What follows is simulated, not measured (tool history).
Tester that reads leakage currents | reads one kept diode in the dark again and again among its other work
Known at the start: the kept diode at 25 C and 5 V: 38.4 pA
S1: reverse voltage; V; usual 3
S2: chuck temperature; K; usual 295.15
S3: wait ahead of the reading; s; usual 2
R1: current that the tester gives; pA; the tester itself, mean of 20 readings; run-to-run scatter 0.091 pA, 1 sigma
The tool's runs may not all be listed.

run 1 hour=0 | S1=3 S2=295.15 S3=2 | R1=25.23
run 2 hour=136 | S1=3 S2=295.15 S3=2 | R1=25.28
run 3 hour=200.6 | S1=3 S2=295.15 S3=2 | R1=25.3
run 4 hour=308.5 | S1=3 S2=295.15 S3=2 | R1=25.05
run 5 hour=466.4 | S1=3 S2=295.15 S3=2 | R1=25.23
run 6 hour=601.3 | S1=3 S2=295.15 S3=2 | R1=25.24
run 7 hour=673.3 | S1=3 S2=295.15 S3=5.21 | R1=25
run 8 hour=802.2 | S1=11.15 S2=295.15 S3=2 | R1=43.06
run 9 hour=928.9 | S1=11.15 S2=295.15 S3=2 | R1=43.26
run 10 hour=1072.6 | S1=11.15 S2=295.15 S3=2 | R1=43.23
run 11 hour=1227.3 | S1=3 S2=295.15 S3=2 | R1=25.2
run 12 hour=1364.2 | S1=3 S2=295.15 S3=2 | R1=25.26
run 13 hour=1511.8 | S1=3 S2=295.15 S3=2 | R1=25.2
run 14 hour=1578.2 | S1=3 S2=295.15 S3=2 | R1=25.25
run 15 hour=1655.4 | S1=3 S2=295.15 S3=1.11 | R1=25.66
run 16 hour=1813.7 | S1=3 S2=315.15 S3=2.15 | R1=119.44
run 17 hour=1906.7 | S1=1.39 S2=315.15 S3=7.08 | R1=88.3
run 18 hour=1974.2 | S1=9.57 S2=315.15 S3=0.39 | R1=196.83
-- hour=2058.7 probe card cleaned and baked
-- hour=2070.1 chuck's temperature calibrated
run 19 hour=2088.8 | S1=7.29 S2=297.15 S3=0.37 | R1=48.58
run 20 hour=2240.2 | S1=7.29 S2=297.15 S3=0.37 | R1=48.69
run 21 hour=2361.4 | S1=1.28 S2=297.15 S3=0.32 | R1=22.49
run 22 hour=2471.9 | S1=1.28 S2=297.15 S3=0.32 | R1=22.42
run 23 hour=2587.5 | S1=1.77 S2=296.15 S3=7.45 | R1=21.9
run 24 hour=2686.6 | S1=3.42 S2=296.15 S3=2 | R1=28.61
run 25 hour=2816.9 | S1=3.42 S2=296.15 S3=2 | R1=28.72
run 26 hour=2936.3 | S1=1.1 S2=314.15 S3=3.47 | R1=75.17
-- hour=3019.6 tester calibrated
run 27 hour=3096 | S1=3 S2=295.15 S3=7.64 | R1=24.64

Below, each run's measurement less what the same run would have read without the hidden state. Both values contain the same run-to-run variation, but the gauge's scatter may not be the same in both:
What the log doesn't record here: stray current of the dirty probe card, pA a volt; current scale over the true one, %; true chuck temperature over the reading, C; drift of the gauge itself on leakage_pa, %.
run=1 R1=+0.01
run=2 R1=+0
run=3 R1=+0
run=4 R1=+0.01
run=5 R1=+0.01
run=6 R1=+0.01
run=7 R1=+0.01
run=8 R1=+0.04
run=9 R1=+0.05
run=10 R1=+0.05
run=11 R1=+0.02
run=12 R1=+0.02
run=13 R1=+0.02
run=14 R1=+0.02
run=15 R1=+0.03
run=16 R1=+0.07
run=17 R1=+0.05
run=18 R1=+0.14
run=19 R1=+0.01
run=20 R1=+0.01
run=21 R1=+0
run=22 R1=+0
run=23 R1=+0.01
run=24 R1=+0.02
run=25 R1=+0.01
run=26 R1=+0.02
run=27 R1=+0.02

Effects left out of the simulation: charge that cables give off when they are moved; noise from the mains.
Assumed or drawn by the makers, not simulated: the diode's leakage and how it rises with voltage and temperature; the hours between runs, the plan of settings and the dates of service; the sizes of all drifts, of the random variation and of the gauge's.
